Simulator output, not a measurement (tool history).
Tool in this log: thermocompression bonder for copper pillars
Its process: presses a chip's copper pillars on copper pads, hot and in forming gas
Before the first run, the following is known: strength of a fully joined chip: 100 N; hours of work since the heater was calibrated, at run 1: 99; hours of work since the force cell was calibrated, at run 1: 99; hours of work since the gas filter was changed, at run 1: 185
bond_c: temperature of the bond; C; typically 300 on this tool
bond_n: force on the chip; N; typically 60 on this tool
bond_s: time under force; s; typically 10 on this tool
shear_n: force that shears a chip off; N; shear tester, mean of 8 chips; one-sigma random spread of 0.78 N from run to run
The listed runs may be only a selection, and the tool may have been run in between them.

run     day  bond_c  bond_n  bond_s  hours of work since the heater was calibrated  hours of work since the force cell was calibrated  hours of work since the gas filter was changed  shear_n
  1   0.000     300      60      10                                             99                                                 99                                             185     59.4
  2   0.508     300      60      10                                            108                                                108                                             193     59.4
  3   1.162     300      60      10                                            119                                                119                                             204     59.5
  4   1.604     300      60      10                                            126                                                126                                             212     58.4
  5   2.354     300      60      10                                            139                                                139                                             224     59.9
      2.683  -- forming gas filter changed
  6   3.321     300      80      10                                            155                                                155                                              11     76.5
  7   3.858     300      80      10                                            164                                                164                                              20     74.9
  8   4.525     300      60      10                                            175                                                175                                              31     60.7
  9   5.000     300      60      10                                            183                                                183                                              39     61.3
 10   5.429     300      60      10                                            190                                                190                                              46     61.7
 11   6.112     300      60      10                                            201                                                201                                              58     62.2
 12   6.729     300      46      10                                            212                                                212                                              68     49.9
 13   7.667     300      57      10                                            228                                                228                                              84     58.9
 14   8.208     300      57      10                                            237                                                237                                              93     59.8
 15   8.733     300      57      10                                            245                                                245                                             102     58.4
 16   9.208     300      57      10                                            253                                                253                                             109     60.0
 17   9.796     300      57      10                                            263                                                263                                             119     59.5
 18  10.362     300      57      10                                            273                                                273                                             129     58.1
 19  11.096     300      43      10                                            285                                                285                                             141     48.0
 20  11.717     300      43      10                                            295                                                295                                             152     45.7
 21  12.529     300      43      10                                            309                                                309                                             165     45.3
 22  13.175     300      43      10                                            320                                                320                                             176     46.6
 23  14.054     300      43      10                                            335                                                335                                             191     45.8
 24  14.596     300      69      10                                            344                                                344                                             200     68.5
 25  15.158     300      69      10                                            353                                                353                                             209     69.1
 26  15.962     300      69       8                                            367                                                367                                             223     63.8
     16.375  -- forming gas filter changed
 27  16.917     300      45      25                                            382                                                382                                               9     66.0
 28  17.629     300      45      25                                            394                                                394                                              21     65.6
 29  18.246     288      36      12                                            405                                                405                                              31     37.2
 30  18.921     288      74       8                                            416                                                416                                              43     61.0
 31  19.421     315      53       5                                            424                                                424                                              51     53.6
 32  20.346     315      53       5                                            440                                                440                                              67     53.5
 33  21.038     281      53      13                                            452                                                452                                              78     50.9
 34  21.996     300      54      10                                            468                                                468                                              94     58.7
 35  22.642     300      54      10                                            478                                                478                                             105     58.7
 36  23.100     278      78      25                                            486                                                486                                             113     78.8
 37  23.646     278      72      25                                            495                                                495                                             122     75.4
 38  24.438     306      37      12                                            509                                                509                                             135     46.9
 39  25.025     321      87      20                                            518                                                518                                             145     95.3
 40  25.671     276      41      23                                            529                                                529                                             156     47.8

Predict each of these 4 candidate next runs independently; none follows another, all start after run 40:
  A  26.412     276      44      24                                            542                                                542                                             168        ?
  B  26.412     308      38      11                                            542                                                542                                             168        ?
  C  26.412     300      68       6                                            542                                                542                                             168        ?
  D  26.412     295      46      10                                            542                                                542                                             168        ?

run  shear_n
  A     52.1
  B     47.8
  C     60.0
  D     49.6
With the hidden condition removed and each run's random variation left untouched, the same runs would have given:
run  shear_n
  A     48.9
  B     45.1
  C     57.0
  D     46.7
